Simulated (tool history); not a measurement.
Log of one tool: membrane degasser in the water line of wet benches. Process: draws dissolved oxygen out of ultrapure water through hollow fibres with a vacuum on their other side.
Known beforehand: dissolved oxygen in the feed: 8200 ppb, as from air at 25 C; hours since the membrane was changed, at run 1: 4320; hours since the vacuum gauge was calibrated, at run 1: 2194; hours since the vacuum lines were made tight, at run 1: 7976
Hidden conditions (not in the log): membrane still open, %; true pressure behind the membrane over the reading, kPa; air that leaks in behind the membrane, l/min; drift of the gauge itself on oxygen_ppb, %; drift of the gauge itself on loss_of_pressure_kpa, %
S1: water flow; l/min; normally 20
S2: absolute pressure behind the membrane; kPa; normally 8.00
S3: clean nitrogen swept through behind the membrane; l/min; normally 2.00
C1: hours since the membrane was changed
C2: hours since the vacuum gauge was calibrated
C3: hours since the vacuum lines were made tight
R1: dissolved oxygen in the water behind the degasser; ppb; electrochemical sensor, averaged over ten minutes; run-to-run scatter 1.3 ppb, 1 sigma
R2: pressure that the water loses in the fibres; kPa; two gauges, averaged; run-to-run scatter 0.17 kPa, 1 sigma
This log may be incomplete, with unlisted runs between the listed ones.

Run 1, hour 0.0: usual settings; C1 4320; C2 2194; C3 7976. Result: R1 133.0 ppb, R2 28.51 kPa.
Run 2, hour 118.5: usual settings but S1 14 l/min; C1 4439; C2 2312; C3 8095. Result: R1 91.4 ppb, R2 20.31 kPa.
Run 3, hour 198.7: usual settings but S1 14 l/min; C1 4519; C2 2392; C3 8175. Result: R1 91.7 ppb, R2 19.92 kPa.
Run 4, hour 263.6: usual settings but S1 14 l/min; C1 4584; C2 2457; C3 8240. Result: R1 93.2 ppb, R2 20.00 kPa.
Run 5, hour 320.4: usual settings but S1 14 l/min; C1 4641; C2 2514; C3 8297. Result: R1 93.2 ppb, R2 20.26 kPa.
Run 6, hour 379.1: usual settings but S1 14 l/min; C1 4699; C2 2573; C3 8355. Result: R1 93.2 ppb, R2 20.00 kPa.
Run 7, hour 449.7: usual settings but S1 14 l/min, S2 10.42 kPa, S3 1.15 l/min; C1 4770; C2 2643; C3 8426. Result: R1 215.5 ppb, R2 20.01 kPa.
At hour 459.4: vacuum gauge calibrated.
Run 8, hour 508.5: usual settings but S1 23 l/min, S2 10.37 kPa, S3 4.05 l/min; C1 4828; C2 49; C3 8484. Result: R1 122.4 ppb, R2 33.18 kPa.
Run 9, hour 564.3: usual settings but S1 22 l/min, S2 12.34 kPa, S3 3.02 l/min; C1 4884; C2 105; C3 8540. Result: R1 182.5 ppb, R2 31.43 kPa.
Run 10, hour 684.2: usual settings but S1 22 l/min, S2 6.79 kPa, S3 4.21 l/min; C1 5004; C2 225; C3 8660. Result: R1 69.2 ppb, R2 31.60 kPa.
Run 11, hour 774.7: usual settings but S3 4.23 l/min; C1 5094; C2 315; C3 8750. Result: R1 76.1 ppb, R2 28.74 kPa.
At hour 795.4: vacuum gauge calibrated, once more.
Run 12, hour 858.2: usual settings but S2 7.23 kPa, S3 2.55 l/min; C1 5177; C2 63; C3 8833. Result: R1 96.1 ppb, R2 28.81 kPa.

How would selected steps in R1 from run to run divide? Give the signed amount a tool lacking its hidden state would still show from settings, what came in and random variation, and the signed amount left for the hidden state, including any gauge scatter that is not in both of the compared results.
Run 6 -> 7: S2 8.00 -> 10.42, S3 2.00 -> 1.15. R1 +122.3 ppb: hidden state +3.0, all else +119.3.
